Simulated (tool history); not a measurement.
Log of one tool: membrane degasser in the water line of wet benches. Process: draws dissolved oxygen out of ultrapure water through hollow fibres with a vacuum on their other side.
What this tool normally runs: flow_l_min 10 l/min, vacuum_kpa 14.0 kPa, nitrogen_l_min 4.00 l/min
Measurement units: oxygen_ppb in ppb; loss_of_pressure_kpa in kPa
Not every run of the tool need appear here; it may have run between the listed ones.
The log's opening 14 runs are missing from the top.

{"run": 15, "hour": 1484.9, "flow_l_min": 10, "vacuum_kpa": 14.0, "nitrogen_l_min": 7.54, "oxygen_ppb": 211.1, "loss_of_pressure_kpa": 55.53}
{"run": 16, "hour": 1553.2, "flow_l_min": 10, "vacuum_kpa": 14.0, "nitrogen_l_min": 7.54, "oxygen_ppb": 204.7, "loss_of_pressure_kpa": 56.17}
{"run": 17, "hour": 1687.9, "flow_l_min": 7, "vacuum_kpa": 8.4, "nitrogen_l_min": 4.08, "oxygen_ppb": 115.6, "loss_of_pressure_kpa": 39.04}
{"run": 18, "hour": 1797.5, "flow_l_min": 7, "vacuum_kpa": 8.4, "nitrogen_l_min": 4.25, "oxygen_ppb": 115.2, "loss_of_pressure_kpa": 39.2}
{"run": 19, "hour": 1939.9, "flow_l_min": 11, "vacuum_kpa": 12.8, "nitrogen_l_min": 4.25, "oxygen_ppb": 256.9, "loss_of_pressure_kpa": 61.62}
{"run": 20, "hour": 2017.5, "flow_l_min": 7, "vacuum_kpa": 14.0, "nitrogen_l_min": 4.0, "oxygen_ppb": 141.5, "loss_of_pressure_kpa": 39.08}
{"run": 21, "hour": 2155.6, "flow_l_min": 10, "vacuum_kpa": 35.0, "nitrogen_l_min": 4.0, "oxygen_ppb": 364.0, "loss_of_pressure_kpa": 56.17}
{"hour": 2200.0, "done": "seals of the vacuum lines changed"}
{"run": 22, "hour": 2276.3, "flow_l_min": 10, "vacuum_kpa": 16.4, "nitrogen_l_min": 4.0, "oxygen_ppb": 252.8, "loss_of_pressure_kpa": 55.58}
{"run": 23, "hour": 2340.8, "flow_l_min": 10, "vacuum_kpa": 16.4, "nitrogen_l_min": 4.0, "oxygen_ppb": 251.8, "loss_of_pressure_kpa": 55.95}
{"run": 24, "hour": 2454.4, "flow_l_min": 8, "vacuum_kpa": 14.0, "nitrogen_l_min": 8.39, "oxygen_ppb": 143.5, "loss_of_pressure_kpa": 44.71}
{"hour": 2504.9, "done": "vacuum gauge calibrated"}
{"run": 25, "hour": 2581.1, "flow_l_min": 8, "vacuum_kpa": 30.4, "nitrogen_l_min": 8.39, "oxygen_ppb": 181.9, "loss_of_pressure_kpa": 44.73}
{"run": 26, "hour": 2669.9, "flow_l_min": 10, "vacuum_kpa": 21.8, "nitrogen_l_min": 11.57, "oxygen_ppb": 214.0, "loss_of_pressure_kpa": 55.61}
{"run": 27, "hour": 2730.7, "flow_l_min": 10, "vacuum_kpa": 14.6, "nitrogen_l_min": 6.21, "oxygen_ppb": 216.0, "loss_of_pressure_kpa": 55.95}
{"run": 28, "hour": 2797.6, "flow_l_min": 15, "vacuum_kpa": 22.5, "nitrogen_l_min": 10.66, "oxygen_ppb": 373.5, "loss_of_pressure_kpa": 84.37}
{"run": 29, "hour": 2889.2, "flow_l_min": 15, "vacuum_kpa": 21.6, "nitrogen_l_min": 7.5, "oxygen_ppb": 401.8, "loss_of_pressure_kpa": 83.68}
{"run": 30, "hour": 2956.6, "flow_l_min": 14, "vacuum_kpa": 8.5, "nitrogen_l_min": 1.71, "oxygen_ppb": 385.3, "loss_of_pressure_kpa": 77.89}
{"run": 31, "hour": 3031.3, "flow_l_min": 15, "vacuum_kpa": 34.9, "nitrogen_l_min": 7.75, "oxygen_ppb": 449.3, "loss_of_pressure_kpa": 83.97}
{"run": 32, "hour": 3124.9, "flow_l_min": 10, "vacuum_kpa": 12.8, "nitrogen_l_min": 4.93, "oxygen_ppb": 224.2, "loss_of_pressure_kpa": 55.79}

Consider 4 possible next runs. They are alternatives, not a sequence: every one starts from the tool as it was left by run 32. What does each give?
{"run": "A", "hour": 3210.2, "flow_l_min": 14, "vacuum_kpa": 8.8, "nitrogen_l_min": 4.0, "oxygen_ppb": "?", "loss_of_pressure_kpa": "?"}
{"run": "B", "hour": 3210.2, "flow_l_min": 10, "vacuum_kpa": 24.9, "nitrogen_l_min": 2.71, "oxygen_ppb": "?", "loss_of_pressure_kpa": "?"}
{"run": "C", "hour": 3210.2, "flow_l_min": 10, "vacuum_kpa": 14.0, "nitrogen_l_min": 5.89, "oxygen_ppb": "?", "loss_of_pressure_kpa": "?"}
{"run": "D", "hour": 3210.2, "flow_l_min": 12, "vacuum_kpa": 14.0, "nitrogen_l_min": 1.69, "oxygen_ppb": "?", "loss_of_pressure_kpa": "?"}

run=A oxygen_ppb=329.4 loss_of_pressure_kpa=78.41
run=B oxygen_ppb=359.0 loss_of_pressure_kpa=55.59
run=C oxygen_ppb=214.8 loss_of_pressure_kpa=55.94
run=D oxygen_ppb=397.4 loss_of_pressure_kpa=67.07
Stripped of hidden state, with their random variation kept, the same runs would have yielded:
run=A oxygen_ppb=328.6 loss_of_pressure_kpa=78.35
run=B oxygen_ppb=358.4 loss_of_pressure_kpa=55.54
run=C oxygen_ppb=214.3 loss_of_pressure_kpa=55.89
run=D oxygen_ppb=396.7 loss_of_pressure_kpa=67.01

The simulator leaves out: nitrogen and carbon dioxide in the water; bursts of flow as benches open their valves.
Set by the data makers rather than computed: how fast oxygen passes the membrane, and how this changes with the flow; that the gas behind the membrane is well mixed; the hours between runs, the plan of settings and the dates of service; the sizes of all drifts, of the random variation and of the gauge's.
